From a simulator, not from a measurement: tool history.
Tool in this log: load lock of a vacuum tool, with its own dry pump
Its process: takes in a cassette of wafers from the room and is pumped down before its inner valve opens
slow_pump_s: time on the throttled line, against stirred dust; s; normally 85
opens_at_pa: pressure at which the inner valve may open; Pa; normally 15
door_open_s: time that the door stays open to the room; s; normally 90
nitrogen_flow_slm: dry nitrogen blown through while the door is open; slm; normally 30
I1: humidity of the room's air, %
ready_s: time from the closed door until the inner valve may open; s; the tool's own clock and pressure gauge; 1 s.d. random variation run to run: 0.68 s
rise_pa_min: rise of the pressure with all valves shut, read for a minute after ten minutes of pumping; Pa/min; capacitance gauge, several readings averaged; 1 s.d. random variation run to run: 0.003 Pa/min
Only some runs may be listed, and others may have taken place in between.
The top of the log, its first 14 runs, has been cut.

Run 15, day 153.588: usual settings; I1 45.2. Result: ready_s 164.3 s, rise_pa_min 0.083 Pa/min.
Run 16, day 167.562: usual settings; I1 44.3. Result: ready_s 164.5 s, rise_pa_min 0.084 Pa/min.
Run 17, day 178.958: usual settings; I1 44. Result: ready_s 165.3 s, rise_pa_min 0.075 Pa/min.
Run 18, day 196.167: usual settings but door_open_s 63 s; I1 43.2. Result: ready_s 164.5 s, rise_pa_min 0.071 Pa/min.
Run 19, day 210.321: usual settings but door_open_s 66 s, nitrogen_flow_slm 33 slm; I1 46.6. Result: ready_s 166.5 s, rise_pa_min 0.08 Pa/min.
Run 20, day 226.738: usual settings but opens_at_pa 12 Pa, door_open_s 37 s, nitrogen_flow_slm 33 slm; I1 45.2. Result: ready_s 167.4 s, rise_pa_min 0.063 Pa/min.
Run 21, day 242.721: usual settings but door_open_s 57 s; I1 42. Result: ready_s 166.6 s, rise_pa_min 0.081 Pa/min.
Run 22, day 256.221: usual settings but door_open_s 57 s, nitrogen_flow_slm 5 slm; I1 46.5. Result: ready_s 166.6 s, rise_pa_min 0.108 Pa/min.
Run 23, day 273.396: usual settings but door_open_s 57 s, nitrogen_flow_slm 5 slm; I1 46.2. Result: ready_s 166.4 s, rise_pa_min 0.107 Pa/min.
Run 24, day 290.238: usual settings but door_open_s 57 s, nitrogen_flow_slm 5 slm; I1 46.9. Result: ready_s 166.6 s, rise_pa_min 0.108 Pa/min.
Run 25, day 297.608: usual settings but door_open_s 53 s, nitrogen_flow_slm 39 slm; I1 44.8. Result: ready_s 167.9 s, rise_pa_min 0.082 Pa/min.
Run 26, day 306.367: usual settings but slow_pump_s 124 s, nitrogen_flow_slm 15 slm; I1 44.1. Result: ready_s 198.4 s, rise_pa_min 0.114 Pa/min.
Run 27, day 316.288: usual settings but slow_pump_s 84 s, door_open_s 206 s; I1 39.4. Result: ready_s 166.3 s, rise_pa_min 0.129 Pa/min.
Run 28, day 327.879: usual settings but slow_pump_s 84 s, door_open_s 206 s; I1 40.2. Result: ready_s 165.8 s, rise_pa_min 0.127 Pa/min.
Run 29, day 340.962: usual settings but slow_pump_s 47 s, door_open_s 182 s; I1 46.4. Result: ready_s 137.3 s, rise_pa_min 0.138 Pa/min.
Run 30, day 353.358: usual settings but slow_pump_s 114 s, door_open_s 44 s, nitrogen_flow_slm 13 slm; I1 45.2. Result: ready_s 190.7 s, rise_pa_min 0.099 Pa/min.
Run 31, day 364.075: usual settings but door_open_s 43 s; I1 45.6. Result: ready_s 169.1 s, rise_pa_min 0.093 Pa/min.
At day 365.796: dry pump taken out, an overhauled one fitted.
Run 32, day 372.338: usual settings but opens_at_pa 25 Pa, door_open_s 43 s; I1 44.2. Result: ready_s 156.1 s, rise_pa_min 0.096 Pa/min.
Run 33, day 388.733: usual settings but opens_at_pa 25 Pa, door_open_s 43 s; I1 45.6. Result: ready_s 156.2 s, rise_pa_min 0.089 Pa/min.
Run 34, day 399.45: usual settings but slow_pump_s 81 s, opens_at_pa 25 Pa, door_open_s 43 s; I1 46. Result: ready_s 152.2 s, rise_pa_min 0.091 Pa/min.
Run 35, day 407.5: usual settings but slow_pump_s 55 s, door_open_s 168 s; I1 43. Result: ready_s 136.9 s, rise_pa_min 0.135 Pa/min.
Run 36, day 423.212: usual settings but opens_at_pa 25 Pa, door_open_s 40 s, nitrogen_flow_slm 22 slm; I1 41.6. Result: ready_s 156 s, rise_pa_min 0.097 Pa/min.

Predict each of these 3 candidate next runs independently; none follows another, all start after run 36:
Run A, day 437.112: usual settings but opens_at_pa 11 Pa, door_open_s 40 s, nitrogen_flow_slm 22 slm; I1 47.2. Result: ready_s ?, rise_pa_min ?.
Run B, day 437.112: usual settings but slow_pump_s 69 s, opens_at_pa 12 Pa, door_open_s 40 s, nitrogen_flow_slm 11 slm; I1 44.9. Result: ready_s ?, rise_pa_min ?.
Run C, day 437.112: usual settings but door_open_s 47 s, nitrogen_flow_slm 45 slm; I1 45.4. Result: ready_s ?, rise_pa_min ?.

run  ready_s  rise_pa_min
  A    163.9        0.107
  B    149.7         0.11
  C    161.6        0.098
Had the tool no hidden state, the same runs would have come out as:
run  ready_s  rise_pa_min
  A    163.7        0.028
  B    149.3        0.028
  C    161.4        0.017

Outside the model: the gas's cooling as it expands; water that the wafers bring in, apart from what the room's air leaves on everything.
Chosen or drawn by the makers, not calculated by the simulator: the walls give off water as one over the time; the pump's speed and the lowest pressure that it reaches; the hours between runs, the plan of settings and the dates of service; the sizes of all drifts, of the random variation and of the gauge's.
